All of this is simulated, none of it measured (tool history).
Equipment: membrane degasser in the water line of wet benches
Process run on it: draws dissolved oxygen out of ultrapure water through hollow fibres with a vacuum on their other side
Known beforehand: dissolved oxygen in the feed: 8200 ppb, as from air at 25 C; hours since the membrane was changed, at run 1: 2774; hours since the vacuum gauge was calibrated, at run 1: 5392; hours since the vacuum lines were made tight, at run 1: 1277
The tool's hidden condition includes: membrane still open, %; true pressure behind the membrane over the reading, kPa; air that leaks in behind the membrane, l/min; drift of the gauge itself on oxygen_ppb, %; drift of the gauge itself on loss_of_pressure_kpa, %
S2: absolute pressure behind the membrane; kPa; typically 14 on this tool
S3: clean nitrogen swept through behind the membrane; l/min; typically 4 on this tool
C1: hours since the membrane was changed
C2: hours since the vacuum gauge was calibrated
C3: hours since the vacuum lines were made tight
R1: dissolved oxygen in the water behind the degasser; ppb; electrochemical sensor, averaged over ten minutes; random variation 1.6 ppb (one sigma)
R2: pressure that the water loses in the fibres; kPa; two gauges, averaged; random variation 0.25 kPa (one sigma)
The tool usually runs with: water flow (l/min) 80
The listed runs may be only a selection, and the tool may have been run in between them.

{"run": 1, "hour": 0.0, "water flow (l/min)": 80, "S2": 14, "S3": 4, "C1": 2774, "C2": 5392, "C3": 1277, "R1": 517.5, "R2": 68.31}
{"run": 2, "hour": 84.5, "water flow (l/min)": 80, "S2": 14, "S3": 4, "C1": 2859, "C2": 5477, "C3": 1362, "R1": 516.6, "R2": 68.4}
{"run": 3, "hour": 146.4, "water flow (l/min)": 80, "S2": 14, "S3": 4, "C1": 2921, "C2": 5539, "C3": 1424, "R1": 518.4, "R2": 67.96}
{"run": 4, "hour": 183.5, "water flow (l/min)": 80, "S2": 14, "S3": 4, "C1": 2958, "C2": 5576, "C3": 1461, "R1": 519.3, "R2": 68.31}
{"run": 5, "hour": 235.2, "water flow (l/min)": 80, "S2": 14, "S3": 4, "C1": 3009, "C2": 5627, "C3": 1513, "R1": 515.3, "R2": 67.95}
{"run": 6, "hour": 306.4, "water flow (l/min)": 80, "S2": 8.9, "S3": 4, "C1": 3081, "C2": 5699, "C3": 1584, "R1": 310.4, "R2": 68.2}
{"run": 7, "hour": 341.1, "water flow (l/min)": 80, "S2": 8.9, "S3": 4, "C1": 3115, "C2": 5733, "C3": 1619, "R1": 309.7, "R2": 68.18}
{"run": 8, "hour": 376.5, "water flow (l/min)": 80, "S2": 33.8, "S3": 4, "C1": 3151, "C2": 5769, "C3": 1654, "R1": 1232, "R2": 68.12}
{"run": 9, "hour": 452.7, "water flow (l/min)": 80, "S2": 33.8, "S3": 4, "C1": 3227, "C2": 5845, "C3": 1730, "R1": 1230.9, "R2": 68.22}
{"run": 10, "hour": 507.1, "water flow (l/min)": 80, "S2": 14, "S3": 4, "C1": 3281, "C2": 5899, "C3": 1785, "R1": 515, "R2": 68.43}
{"run": 11, "hour": 585.5, "water flow (l/min)": 80, "S2": 14, "S3": 2.45, "C1": 3360, "C2": 5978, "C3": 1863, "R1": 744.7, "R2": 68.08}
{"run": 12, "hour": 639.9, "water flow (l/min)": 80, "S2": 14, "S3": 2.45, "C1": 3414, "C2": 6032, "C3": 1917, "R1": 747.6, "R2": 68.41}
{"run": 13, "hour": 689.4, "water flow (l/min)": 78, "S2": 9.3, "S3": 6.47, "C1": 3464, "C2": 6082, "C3": 1967, "R1": 224.8, "R2": 66.89}
{"hour": 705.6, "done": "vacuum gauge calibrated"}
{"run": 14, "hour": 736.3, "water flow (l/min)": 78, "S2": 9.3, "S3": 6.47, "C1": 3510, "C2": 31, "C3": 2013, "R1": 218, "R2": 66.45}
{"run": 15, "hour": 813.4, "water flow (l/min)": 78, "S2": 9.3, "S3": 6.47, "C1": 3587, "C2": 108, "C3": 2090, "R1": 218.2, "R2": 66.52}
{"run": 16, "hour": 848.4, "water flow (l/min)": 108, "S2": 8.9, "S3": 2.15, "C1": 3622, "C2": 143, "C3": 2125, "R1": 607.3, "R2": 91.97}
{"run": 17, "hour": 883.0, "water flow (l/min)": 51, "S2": 33, "S3": 1.7, "C1": 3657, "C2": 177, "C3": 2160, "R1": 1591.1, "R2": 43.42}
{"run": 18, "hour": 953.7, "water flow (l/min)": 78, "S2": 14.9, "S3": 2.11, "C1": 3727, "C2": 248, "C3": 2231, "R1": 851.6, "R2": 66.91}
{"run": 19, "hour": 1001.0, "water flow (l/min)": 95, "S2": 14, "S3": 7.03, "C1": 3775, "C2": 295, "C3": 2278, "R1": 395.1, "R2": 81.14}
{"run": 20, "hour": 1052.4, "water flow (l/min)": 53, "S2": 21.9, "S3": 2.13, "C1": 3826, "C2": 347, "C3": 2329, "R1": 927.2, "R2": 45.3}
{"run": 21, "hour": 1133.6, "water flow (l/min)": 53, "S2": 21.9, "S3": 2.13, "C1": 3907, "C2": 428, "C3": 2411, "R1": 926.6, "R2": 45.51}
{"run": 22, "hour": 1172.5, "water flow (l/min)": 53, "S2": 21.9, "S3": 2.13, "C1": 3946, "C2": 467, "C3": 2449, "R1": 932.7, "R2": 44.79}
{"run": 23, "hour": 1213.8, "water flow (l/min)": 53, "S2": 21.9, "S3": 2.13, "C1": 3987, "C2": 508, "C3": 2491, "R1": 932.3, "R2": 45.12}

Below are 5 alternative next runs, each starting from the tool's condition after run 23. Predict each:
{"run": "A", "hour": 1291.7, "water flow (l/min)": 118, "S2": 27, "S3": 4.55, "C1": 4065, "C2": 586, "C3": 2569, "R1": "?", "R2": "?"}
{"run": "B", "hour": 1291.7, "water flow (l/min)": 124, "S2": 20.6, "S3": 7.37, "C1": 4065, "C2": 586, "C3": 2569, "R1": "?", "R2": "?"}
{"run": "C", "hour": 1291.7, "water flow (l/min)": 74, "S2": 28.2, "S3": 4.7, "C1": 4065, "C2": 586, "C3": 2569, "R1": "?", "R2": "?"}
{"run": "D", "hour": 1291.7, "water flow (l/min)": 80, "S2": 17, "S3": 4, "C1": 4065, "C2": 586, "C3": 2569, "R1": "?", "R2": "?"}
{"run": "E", "hour": 1291.7, "water flow (l/min)": 111, "S2": 21.9, "S3": 2.73, "C1": 4065, "C2": 586, "C3": 2569, "R1": "?", "R2": "?"}

run=A R1=1248.9 R2=101.32
run=B R1=724.5 R2=105.76
run=C R1=859.6 R2=63.36
run=D R1=627.3 R2=68.53
run=E R1=1389.8 R2=94.88
Stripped of hidden state, with their random variation kept, the same runs would have yielded:
run=A R1=1242.9 R2=100.24
run=B R1=718.2 R2=104.62
run=C R1=855.2 R2=62.68
run=D R1=622.9 R2=67.8
run=E R1=1384.2 R2=93.86

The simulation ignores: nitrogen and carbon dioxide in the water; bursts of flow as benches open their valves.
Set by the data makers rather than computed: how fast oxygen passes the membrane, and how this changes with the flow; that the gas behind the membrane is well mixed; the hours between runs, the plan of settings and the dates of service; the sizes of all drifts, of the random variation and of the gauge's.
